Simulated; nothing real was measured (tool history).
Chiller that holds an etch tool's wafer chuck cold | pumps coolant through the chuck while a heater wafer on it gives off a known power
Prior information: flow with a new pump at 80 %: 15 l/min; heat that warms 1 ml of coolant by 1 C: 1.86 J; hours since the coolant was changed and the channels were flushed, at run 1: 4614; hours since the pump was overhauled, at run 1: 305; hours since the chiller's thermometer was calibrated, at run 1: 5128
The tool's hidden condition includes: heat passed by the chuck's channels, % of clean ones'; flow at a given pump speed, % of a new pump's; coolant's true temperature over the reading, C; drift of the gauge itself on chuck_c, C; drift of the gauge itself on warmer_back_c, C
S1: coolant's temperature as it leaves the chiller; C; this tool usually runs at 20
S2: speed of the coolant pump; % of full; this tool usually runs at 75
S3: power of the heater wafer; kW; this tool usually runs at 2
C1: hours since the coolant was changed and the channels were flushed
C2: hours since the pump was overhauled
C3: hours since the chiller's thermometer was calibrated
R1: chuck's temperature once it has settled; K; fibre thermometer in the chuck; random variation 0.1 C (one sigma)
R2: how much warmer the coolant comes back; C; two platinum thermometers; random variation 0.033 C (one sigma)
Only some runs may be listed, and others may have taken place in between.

{"run": 1, "day": 0.0, "S1": 20, "S2": 75, "S3": 2, "C1": 4614, "C2": 305, "C3": 5128, "R1": 306.95, "R2": 4.65}
{"run": 2, "day": 0.854, "S1": 20, "S2": 75, "S3": 2, "C1": 4634, "C2": 326, "C3": 5148, "R1": 307.05, "R2": 4.66}
{"run": 3, "day": 1.579, "S1": 11, "S2": 75, "S3": 2, "C1": 4652, "C2": 343, "C3": 5166, "R1": 297.95, "R2": 4.62}
{"run": 4, "day": 2.588, "S1": 11, "S2": 75, "S3": 2, "C1": 4676, "C2": 367, "C3": 5190, "R1": 298.15, "R2": 4.76}
{"run": 5, "day": 3.625, "S1": 11, "S2": 75, "S3": 2, "C1": 4701, "C2": 392, "C3": 5215, "R1": 298.05, "R2": 4.75}
{"run": 6, "day": 4.588, "S1": 11, "S2": 75, "S3": 2, "C1": 4724, "C2": 415, "C3": 5238, "R1": 298.15, "R2": 4.74}
{"day": 5.975, "done": "chiller's thermometer calibrated"}
{"run": 7, "day": 5.975, "S1": 11, "S2": 75, "S3": 2, "C1": 4756, "C2": 448, "C3": 0, "R1": 297.95, "R2": 4.77}
{"run": 8, "day": 7.504, "S1": 11, "S2": 75, "S3": 2, "C1": 4793, "C2": 484, "C3": 37, "R1": 297.85, "R2": 4.79}
{"run": 9, "day": 9.079, "S1": 20, "S2": 75, "S3": 2, "C1": 4831, "C2": 522, "C3": 75, "R1": 307.25, "R2": 4.84}
{"run": 10, "day": 10.192, "S1": 20, "S2": 75, "S3": 2, "C1": 4857, "C2": 549, "C3": 101, "R1": 307.25, "R2": 4.9}
{"run": 11, "day": 11.117, "S1": 20, "S2": 75, "S3": 2, "C1": 4880, "C2": 571, "C3": 123, "R1": 307.15, "R2": 4.83}
{"run": 12, "day": 11.971, "S1": 20, "S2": 75, "S3": 2, "C1": 4900, "C2": 591, "C3": 144, "R1": 307.05, "R2": 4.84}
{"run": 13, "day": 13.054, "S1": 20, "S2": 75, "S3": 2, "C1": 4926, "C2": 618, "C3": 170, "R1": 307.05, "R2": 4.88}
{"run": 14, "day": 14.562, "S1": 20, "S2": 75, "S3": 2, "C1": 4962, "C2": 654, "C3": 206, "R1": 306.75, "R2": 4.98}
{"run": 15, "day": 15.754, "S1": 20, "S2": 75, "S3": 2, "C1": 4991, "C2": 682, "C3": 235, "R1": 306.85, "R2": 4.97}
{"run": 16, "day": 16.517, "S1": 20, "S2": 75, "S3": 2, "C1": 5009, "C2": 701, "C3": 253, "R1": 306.85, "R2": 4.98}
{"run": 17, "day": 17.467, "S1": 22, "S2": 89, "S3": 2.486, "C1": 5032, "C2": 723, "C3": 276, "R1": 309.65, "R2": 5.04}
{"run": 18, "day": 18.167, "S1": 18, "S2": 61, "S3": 1.574, "C1": 5049, "C2": 740, "C3": 293, "R1": 304.65, "R2": 4.99}
{"run": 19, "day": 18.971, "S1": 17, "S2": 71, "S3": 2.079, "C1": 5068, "C2": 759, "C3": 312, "R1": 305.35, "R2": 5.53}
{"run": 20, "day": 19.708, "S1": 17, "S2": 71, "S3": 1.729, "C1": 5086, "C2": 777, "C3": 330, "R1": 302.85, "R2": 4.69}
{"run": 21, "day": 20.471, "S1": 20, "S2": 97, "S3": 2, "C1": 5104, "C2": 796, "C3": 348, "R1": 303.95, "R2": 3.89}
{"run": 22, "day": 21.883, "S1": 20, "S2": 65, "S3": 2, "C1": 5138, "C2": 829, "C3": 382, "R1": 309.15, "R2": 5.91}

Expected results for the next run?
{"day": 22.575, "done": "gauge calibrated"}
{"run": 23, "day": 22.692, "S1": 28, "S2": 71, "S3": 2, "C1": 5157, "C2": 849, "C3": 401, "R1": "?", "R2": "?"}

Run 23 came out at R1 315.75 K, R2 4.95 C.
Take away the tool's hidden state, keep the run-to-run variation as it was, and the same run would have given R1 315.75 K, R2 4.94 C.

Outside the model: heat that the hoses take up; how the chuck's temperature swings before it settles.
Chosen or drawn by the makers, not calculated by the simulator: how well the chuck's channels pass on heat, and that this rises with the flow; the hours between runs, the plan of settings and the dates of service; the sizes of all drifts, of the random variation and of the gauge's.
